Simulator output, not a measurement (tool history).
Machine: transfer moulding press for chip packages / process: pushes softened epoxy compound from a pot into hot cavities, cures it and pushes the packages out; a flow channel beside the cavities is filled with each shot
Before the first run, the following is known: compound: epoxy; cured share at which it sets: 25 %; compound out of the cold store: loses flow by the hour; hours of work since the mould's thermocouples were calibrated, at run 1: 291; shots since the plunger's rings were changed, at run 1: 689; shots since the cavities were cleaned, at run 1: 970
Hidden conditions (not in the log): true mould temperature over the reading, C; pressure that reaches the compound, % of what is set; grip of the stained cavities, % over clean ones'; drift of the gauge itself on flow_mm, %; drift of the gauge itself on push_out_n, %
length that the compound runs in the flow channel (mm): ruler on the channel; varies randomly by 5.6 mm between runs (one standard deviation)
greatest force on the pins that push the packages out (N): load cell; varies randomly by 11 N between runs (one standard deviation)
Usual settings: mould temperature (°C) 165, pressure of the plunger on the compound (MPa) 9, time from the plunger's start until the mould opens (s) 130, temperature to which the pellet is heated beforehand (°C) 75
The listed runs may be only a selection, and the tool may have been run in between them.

run	hour	mould temperature (°C)	pressure of the plunger on the compound (MPa)	time from the plunger's start until the mould opens (s)	temperature to which the pellet is heated beforehand (°C)	hours of work since the mould's thermocouples were calibrated	shots since the plunger's rings were changed	shots since the cavities were cleaned	incoming compound's hours out of the cold store	length that the compound runs in the flow channel (mm)	greatest force on the pins that push the packages out (N)
1	0	165	9	130	75	291	689	970	29.2	505	881
# hour 15.2: cavities cleaned with cleaning compound and waxed
2	28.3	165	9	130	67	312	994	149	12.5	571	942
3	53.9	165	9	130	67	332	1286	441	46.9	449	886
4	71.1	169	9	130	75	346	1482	637	37.2	462	858
5	100.2	169	9	130	75	368	1814	969	28.2	499	865
# hour 110.9: cavities cleaned with cleaning compound and waxed, once more
6	117.5	165	9	130	75	381	1994	76	38.1	465	559
7	130	165	9	130	75	391	2137	219	27.9	497	690
8	144.8	165	9	130	75	402	2305	387	26.1	509	750
9	168.5	165	9	130	75	421	2576	658	8.7	565	876
10	192.2	165	9	130	75	440	2845	927	18.3	533	846
11	207.2	165	8.07	130	75	451	3016	1098	16.5	507	887
# hour 212.8: cavities cleaned with cleaning compound and waxed
12	221.5	165	9	130	75	461	3162	99	30	485	594
13	240.3	165	9	129	75	476	3377	314	44.7	442	728
14	255.1	165	9	129	75	488	3546	483	37.1	451	757
15	276.5	165	9	130	73	505	3789	726	26	490	860
16	294.1	161	7.01	130	75	518	3991	928	13.9	475	1017
# hour 313.6: cavities cleaned with cleaning compound and waxed
17	319.4	161	7.01	130	79	537	4261	65	15.5	483	631
18	334.4	165	7.01	130	66	549	4433	237	46.7	367	674
19	363	168	9	130	78	571	4759	563	37.9	431	788
20	383.8	168	9	130	78	588	4995	799	45.4	411	809
21	409.2	165	10.08	130	79	608	5285	1089	39.5	460	875
# hour 415.1: cavities cleaned with cleaning compound and waxed
22	434.5	165	7.16	142	79	626	5556	220	25.6	432	682
23	452.9	167	9	168	75	641	5766	430	37.8	436	702
# hour 461.2: mould's thermocouples calibrated
24	471.9	167	9	168	75	8	5960	624	24.1	479	722
25	486.1	167	9.14	130	72	20	6122	786	21.5	499	872
26	509.6	167	9.14	130	72	38	6390	1054	26.2	466	869
# hour 518.5: plunger's sealing rings changed
# hour 520: cavities cleaned with cleaning compound and waxed
27	528.6	167	9.14	130	72	50	99	99	31	496	569
28	550.4	167	8.48	130	72	67	347	347	41.9	450	737
29	565.7	160	8.58	130	71	79	522	522	30.6	498	997

3 ways to go on from here, each from the tool as it stands after run 29. What would each give?
A	590.5	159	8.58	130	68	98	804	804	34.9	?	?
B	590.5	165	10.66	113	75	98	804	804	17.3	?	?
C	590.5	158	8.8	130	71	98	804	804	16.1	?	?

run	length that the compound runs in the flow channel (mm)	greatest force on the pins that push the packages out (N)
A	491	1121
B	592	1031
C	571	1287
Without the tool's unlogged condition, the same runs would have read:
run	length that the compound runs in the flow channel (mm)	greatest force on the pins that push the packages out (N)
A	497	630
B	600	578
C	579	726
